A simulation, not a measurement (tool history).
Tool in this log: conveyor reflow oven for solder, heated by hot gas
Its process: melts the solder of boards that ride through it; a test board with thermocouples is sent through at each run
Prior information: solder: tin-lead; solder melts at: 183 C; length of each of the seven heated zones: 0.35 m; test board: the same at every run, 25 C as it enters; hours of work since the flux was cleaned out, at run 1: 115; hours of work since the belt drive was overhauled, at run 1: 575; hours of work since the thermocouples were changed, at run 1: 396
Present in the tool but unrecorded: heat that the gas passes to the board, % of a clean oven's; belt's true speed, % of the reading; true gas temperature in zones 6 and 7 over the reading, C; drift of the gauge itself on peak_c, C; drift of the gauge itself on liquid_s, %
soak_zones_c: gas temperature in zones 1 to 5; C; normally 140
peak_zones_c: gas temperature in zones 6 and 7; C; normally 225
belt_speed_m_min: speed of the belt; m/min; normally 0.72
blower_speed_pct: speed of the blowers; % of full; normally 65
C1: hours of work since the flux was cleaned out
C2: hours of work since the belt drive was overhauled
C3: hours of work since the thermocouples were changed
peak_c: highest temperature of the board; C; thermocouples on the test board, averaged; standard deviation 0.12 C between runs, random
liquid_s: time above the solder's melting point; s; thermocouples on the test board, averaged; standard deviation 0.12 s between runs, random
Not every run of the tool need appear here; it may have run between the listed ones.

{"run": 1, "day": 0.0, "soak_zones_c": 140, "peak_zones_c": 225, "belt_speed_m_min": 0.72, "blower_speed_pct": 65, "C1": 115, "C2": 575, "C3": 396, "peak_c": 204.4, "liquid_s": 34}
{"run": 2, "day": 0.6, "soak_zones_c": 140, "peak_zones_c": 225, "belt_speed_m_min": 0.72, "blower_speed_pct": 65, "C1": 123, "C2": 583, "C3": 403, "peak_c": 204.6, "liquid_s": 34.1}
{"run": 3, "day": 1.138, "soak_zones_c": 140, "peak_zones_c": 225, "belt_speed_m_min": 0.705, "blower_speed_pct": 65, "C1": 129, "C2": 589, "C3": 410, "peak_c": 205.5, "liquid_s": 35.2}
{"run": 4, "day": 1.838, "soak_zones_c": 149, "peak_zones_c": 225, "belt_speed_m_min": 0.72, "blower_speed_pct": 65, "C1": 138, "C2": 597, "C3": 418, "peak_c": 206.7, "liquid_s": 38.7}
{"run": 5, "day": 2.621, "soak_zones_c": 149, "peak_zones_c": 225, "belt_speed_m_min": 0.72, "blower_speed_pct": 65, "C1": 147, "C2": 607, "C3": 428, "peak_c": 206.6, "liquid_s": 38.6}
{"run": 6, "day": 3.05, "soak_zones_c": 149, "peak_zones_c": 225, "belt_speed_m_min": 0.72, "blower_speed_pct": 65, "C1": 152, "C2": 612, "C3": 433, "peak_c": 206.7, "liquid_s": 38.8}
{"run": 7, "day": 3.75, "soak_zones_c": 149, "peak_zones_c": 225, "belt_speed_m_min": 0.72, "blower_speed_pct": 65, "C1": 161, "C2": 621, "C3": 441, "peak_c": 206.6, "liquid_s": 38.8}
{"run": 8, "day": 4.421, "soak_zones_c": 149, "peak_zones_c": 225, "belt_speed_m_min": 0.72, "blower_speed_pct": 65, "C1": 169, "C2": 629, "C3": 449, "peak_c": 206.7, "liquid_s": 38.6}
{"day": 4.671, "done": "flux residue cleaned out of gas plates and filters"}
{"run": 9, "day": 5.125, "soak_zones_c": 140, "peak_zones_c": 236, "belt_speed_m_min": 0.72, "blower_speed_pct": 65, "C1": 5, "C2": 635, "C3": 455, "peak_c": 212.7, "liquid_s": 40.6}
{"run": 10, "day": 5.729, "soak_zones_c": 140, "peak_zones_c": 225, "belt_speed_m_min": 0.72, "blower_speed_pct": 65, "C1": 13, "C2": 642, "C3": 463, "peak_c": 203.9, "liquid_s": 33}
{"run": 11, "day": 6.108, "soak_zones_c": 140, "peak_zones_c": 225, "belt_speed_m_min": 0.72, "blower_speed_pct": 65, "C1": 17, "C2": 647, "C3": 467, "peak_c": 203.7, "liquid_s": 33.1}
{"run": 12, "day": 6.8, "soak_zones_c": 134, "peak_zones_c": 225, "belt_speed_m_min": 0.72, "blower_speed_pct": 65, "C1": 26, "C2": 655, "C3": 476, "peak_c": 202.3, "liquid_s": 29.9}
{"run": 13, "day": 7.25, "soak_zones_c": 131, "peak_zones_c": 225, "belt_speed_m_min": 0.614, "blower_speed_pct": 51, "C1": 31, "C2": 660, "C3": 481, "peak_c": 202.9, "liquid_s": 34.8}
{"run": 14, "day": 8.046, "soak_zones_c": 151, "peak_zones_c": 217, "belt_speed_m_min": 0.604, "blower_speed_pct": 51, "C1": 41, "C2": 670, "C3": 491, "peak_c": 201.4, "liquid_s": 41.5}
{"day": 8.929, "done": "flux residue cleaned out of gas plates and filters, once more"}
{"run": 15, "day": 9.017, "soak_zones_c": 151, "peak_zones_c": 217, "belt_speed_m_min": 0.604, "blower_speed_pct": 51, "C1": 1, "C2": 679, "C3": 500, "peak_c": 202.6, "liquid_s": 43.1}
{"run": 16, "day": 9.675, "soak_zones_c": 151, "peak_zones_c": 217, "belt_speed_m_min": 0.604, "blower_speed_pct": 51, "C1": 9, "C2": 687, "C3": 508, "peak_c": 202.6, "liquid_s": 43.3}
{"run": 17, "day": 10.292, "soak_zones_c": 139, "peak_zones_c": 236, "belt_speed_m_min": 0.734, "blower_speed_pct": 89, "C1": 16, "C2": 695, "C3": 515, "peak_c": 220.1, "liquid_s": 44.7}
{"run": 18, "day": 10.725, "soak_zones_c": 139, "peak_zones_c": 236, "belt_speed_m_min": 0.734, "blower_speed_pct": 89, "C1": 22, "C2": 700, "C3": 521, "peak_c": 219.9, "liquid_s": 44.8}
{"run": 19, "day": 11.458, "soak_zones_c": 139, "peak_zones_c": 236, "belt_speed_m_min": 0.734, "blower_speed_pct": 89, "C1": 31, "C2": 709, "C3": 529, "peak_c": 220, "liquid_s": 44.7}
{"run": 20, "day": 12.125, "soak_zones_c": 139, "peak_zones_c": 236, "belt_speed_m_min": 0.718, "blower_speed_pct": 89, "C1": 39, "C2": 717, "C3": 538, "peak_c": 220.5, "liquid_s": 46.2}
{"run": 21, "day": 12.575, "soak_zones_c": 141, "peak_zones_c": 229, "belt_speed_m_min": 0.84, "blower_speed_pct": 66, "C1": 44, "C2": 722, "C3": 543, "peak_c": 203.3, "liquid_s": 27.4}

Predict each of these 3 candidate next runs independently; none follows another, all start after run 21:
{"run": "A", "day": 13.279, "soak_zones_c": 132, "peak_zones_c": 231, "belt_speed_m_min": 0.84, "blower_speed_pct": 66, "C1": 53, "C2": 731, "C3": 551, "peak_c": "?", "liquid_s": "?"}
{"run": "B", "day": 13.279, "soak_zones_c": 137, "peak_zones_c": 220, "belt_speed_m_min": 0.84, "blower_speed_pct": 80, "C1": 53, "C2": 731, "C3": 551, "peak_c": "?", "liquid_s": "?"}
{"run": "C", "day": 13.279, "soak_zones_c": 141, "peak_zones_c": 229, "belt_speed_m_min": 0.84, "blower_speed_pct": 66, "C1": 53, "C2": 731, "C3": 551, "peak_c": "?", "liquid_s": "?"}

run=A peak_c=202.3 liquid_s=24.3
run=B peak_c=199.7 liquid_s=24.1
run=C peak_c=203.5 liquid_s=27.4
Take away the tool's hidden state, keep each run's random variation, and the runs would have read:
run=A peak_c=201.6 liquid_s=23.5
run=B peak_c=199 liquid_s=23.3
run=C peak_c=202.7 liquid_s=26.5

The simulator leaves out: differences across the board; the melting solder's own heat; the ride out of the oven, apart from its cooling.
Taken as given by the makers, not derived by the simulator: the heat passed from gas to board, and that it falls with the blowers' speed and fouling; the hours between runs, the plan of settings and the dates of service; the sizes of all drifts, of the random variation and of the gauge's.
